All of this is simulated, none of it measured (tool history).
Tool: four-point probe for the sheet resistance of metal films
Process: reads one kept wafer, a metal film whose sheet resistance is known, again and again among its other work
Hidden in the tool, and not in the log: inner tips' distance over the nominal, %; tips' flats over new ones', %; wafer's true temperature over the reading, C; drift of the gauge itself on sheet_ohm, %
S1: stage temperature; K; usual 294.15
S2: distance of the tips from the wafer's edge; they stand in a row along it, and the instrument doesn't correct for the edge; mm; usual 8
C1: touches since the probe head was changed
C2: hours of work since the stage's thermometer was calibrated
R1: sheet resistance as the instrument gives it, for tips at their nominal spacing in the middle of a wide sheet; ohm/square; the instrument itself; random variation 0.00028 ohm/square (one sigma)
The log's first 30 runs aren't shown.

run 31 day=13.162 | S1=297.15 S2=61 | C1=84792 C2=237 | R1=1.393418
run 32 day=13.767 | S1=307.15 S2=4 | C1=85404 C2=245 | R1=1.448335
run 33 day=14.104 | S1=300.15 S2=46 | C1=85748 C2=250 | R1=1.389396
run 34 day=14.675 | S1=298.15 S2=21 | C1=86330 C2=258 | R1=1.394524
run 35 day=14.988 | S1=294.15 S2=13 | C1=86644 C2=262 | R1=1.40656
run 36 day=15.442 | S1=305.15 S2=48 | C1=87109 C2=268 | R1=1.381453
run 37 day=15.758 | S1=292.15 S2=63 | C1=87430 C2=273 | R1=1.402481
run 38 day=16.238 | S1=292.15 S2=63 | C1=87918 C2=279 | R1=1.402284
run 39 day=16.5 | S1=294.15 S2=35 | C1=88185 C2=283 | R1=1.399895
run 40 day=16.858 | S1=294.15 S2=18 | C1=88549 C2=288 | R1=1.402903
run 41 day=17.388 | S1=302.15 S2=3 | C1=89085 C2=295 | R1=1.506621
run 42 day=17.996 | S1=302.15 S2=3 | C1=89706 C2=303 | R1=1.506471
run 43 day=18.45 | S1=302.15 S2=3 | C1=90165 C2=309 | R1=1.506823
run 44 day=18.775 | S1=306.15 S2=6 | C1=90496 C2=314 | R1=1.412356
run 45 day=19.083 | S1=294.15 S2=13 | C1=90811 C2=318 | R1=1.406212

3 ways to go on from here, each from the tool as it stands after run 45. What would each give?
run A day=19.45 | S1=291.15 S2=13 | C1=91180 C2=323 | R1=?
run B day=19.45 | S1=294.15 S2=70 | C1=91180 C2=323 | R1=?
run C day=19.45 | S1=294.15 S2=71 | C1=91180 C2=323 | R1=?

run=A R1=1.411209
run=B R1=1.399382
run=C R1=1.39918
Without the tool's hidden state the same runs would have given:
run=A R1=1.404814
run=B R1=1.393048
run=C R1=1.392847
